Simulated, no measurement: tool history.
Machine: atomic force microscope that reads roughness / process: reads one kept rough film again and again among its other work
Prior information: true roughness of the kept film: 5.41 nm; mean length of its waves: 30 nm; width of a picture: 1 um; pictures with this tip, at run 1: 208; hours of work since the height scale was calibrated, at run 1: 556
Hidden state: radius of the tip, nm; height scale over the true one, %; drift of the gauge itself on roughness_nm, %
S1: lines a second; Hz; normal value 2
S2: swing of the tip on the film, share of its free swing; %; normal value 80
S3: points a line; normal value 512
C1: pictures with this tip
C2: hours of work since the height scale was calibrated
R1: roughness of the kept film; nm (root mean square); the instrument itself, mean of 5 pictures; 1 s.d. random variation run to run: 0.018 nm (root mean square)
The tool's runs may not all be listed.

| run | hour | S1 | S2 | S3 | C1 | C2 | R1 |
|---|---|---|---|---|---|---|---|
| 1 | 0 | 2 | 80 | 512 | 208 | 556 | 3.879 |
| 2 | 24.3 | 2 | 59 | 512 | 242 | 575 | 3.953 |
| 3 | 41.1 | 2 | 59 | 278 | 265 | 588 | 3.939 |
| 4 | 57.7 | 0.9 | 59 | 278 | 289 | 602 | 3.916 |
| 5 | 70.5 | 2 | 80 | 308 | 307 | 612 | 3.691 |
| 6 | 90.1 | 2 | 80 | 308 | 334 | 627 | 3.654 |
|  | 106.8 | new tip fitted |
| 7 | 106.8 | 2 | 80 | 512 | 0 | 640 | 4.338 |
| 8 | 118.7 | 2 | 80 | 512 | 17 | 650 | 4.324 |
| 9 | 134.1 | 2 | 80 | 512 | 38 | 662 | 4.303 |
| 10 | 146.3 | 2 | 80 | 512 | 55 | 672 | 4.215 |
| 11 | 164.2 | 2 | 80 | 512 | 81 | 686 | 4.162 |
| 12 | 183.3 | 2 | 80 | 512 | 107 | 701 | 4.124 |
| 13 | 202.4 | 2 | 80 | 512 | 134 | 716 | 4.075 |
| 14 | 219.2 | 2 | 80 | 512 | 158 | 730 | 4.061 |
| 15 | 239.4 | 2 | 80 | 512 | 186 | 746 | 3.995 |
| 16 | 255.5 | 2.19 | 80 | 512 | 209 | 759 | 3.928 |
| 17 | 273.6 | 2.19 | 80 | 512 | 234 | 773 | 3.879 |
|  | 276.2 | height scale calibrated on a step standard |
| 18 | 286.4 | 2.19 | 80 | 512 | 251 | 8 | 3.866 |
| 19 | 298.9 | 2 | 80 | 512 | 268 | 18 | 3.888 |
| 20 | 320.8 | 2 | 68 | 512 | 299 | 36 | 3.913 |
| 21 | 345.1 | 2 | 68 | 512 | 333 | 55 | 3.855 |
|  | 355.6 | height scale calibrated on a step standard, once more |
|  | 362.6 | new tip fitted |
| 22 | 366 | 2 | 68 | 512 | 5 | 8 | 4.406 |
| 23 | 384.1 | 3.73 | 70 | 484 | 30 | 22 | 4.237 |
| 24 | 398.4 | 3.73 | 70 | 1024 | 50 | 34 | 4.205 |
| 25 | 419.6 | 2.5 | 70 | 476 | 80 | 51 | 4.253 |
| 26 | 441.8 | 2.5 | 70 | 476 | 111 | 68 | 4.191 |
| 27 | 457.1 | 2.5 | 63 | 476 | 133 | 80 | 4.222 |
| 28 | 471.3 | 2.5 | 56 | 352 | 152 | 92 | 4.195 |
| 29 | 482.1 | 2.5 | 56 | 352 | 168 | 100 | 4.181 |
| 30 | 498.5 | 2.5 | 56 | 352 | 191 | 113 | 4.14 |
| 31 | 520.8 | 3.42 | 56 | 352 | 222 | 131 | 4.038 |
| 32 | 538.8 | 2 | 87 | 843 | 247 | 145 | 3.802 |
| 33 | 554.3 | 2 | 87 | 843 | 269 | 158 | 3.758 |
| 34 | 568.5 | 2 | 80 | 459 | 289 | 169 | 3.818 |
| 35 | 588.9 | 0.84 | 73 | 915 | 318 | 185 | 3.967 |
| 36 | 601.3 | 0.67 | 57 | 553 | 335 | 195 | 3.98 |
| 37 | 613 | 3.39 | 55 | 553 | 351 | 205 | 3.884 |
|  | 617.3 | new tip fitted |
| 38 | 634 | 3.39 | 55 | 553 | 23 | 221 | 4.442 |
| 39 | 658.6 | 3.39 | 55 | 553 | 58 | 241 | 4.396 |
| 40 | 681.6 | 3.39 | 55 | 553 | 90 | 259 | 4.337 |
| 41 | 700 | 1.51 | 62 | 512 | 116 | 273 | 4.319 |
| 42 | 720.3 | 2.61 | 80 | 512 | 145 | 290 | 3.94 |
| 43 | 741.2 | 1.23 | 80 | 388 | 174 | 306 | 4.09 |
| 44 | 760.9 | 3.69 | 86 | 397 | 202 | 322 | 3.573 |

Predict each of these 5 candidate next runs independently; none follows another, all start after run 44:
| A | 779.3 | 2 | 58 | 512 | 227 | 337 | ? |
| B | 779.3 | 0.7 | 59 | 397 | 227 | 337 | ? |
| C | 779.3 | 2 | 60 | 289 | 227 | 337 | ? |
| D | 779.3 | 0.64 | 81 | 268 | 227 | 337 | ? |
| E | 779.3 | 3.69 | 86 | 398 | 227 | 337 | ? |

| run | R1 |
|---|---|
| A | 4.083 |
| B | 4.123 |
| C | 4.06 |
| D | 4.01 |
| E | 3.583 |
Without the tool's hidden state the same runs would have given:
| run | R1 |
|---|---|
| A | 4.532 |
| B | 4.576 |
| C | 4.506 |
| D | 4.45 |
| E | 3.976 |

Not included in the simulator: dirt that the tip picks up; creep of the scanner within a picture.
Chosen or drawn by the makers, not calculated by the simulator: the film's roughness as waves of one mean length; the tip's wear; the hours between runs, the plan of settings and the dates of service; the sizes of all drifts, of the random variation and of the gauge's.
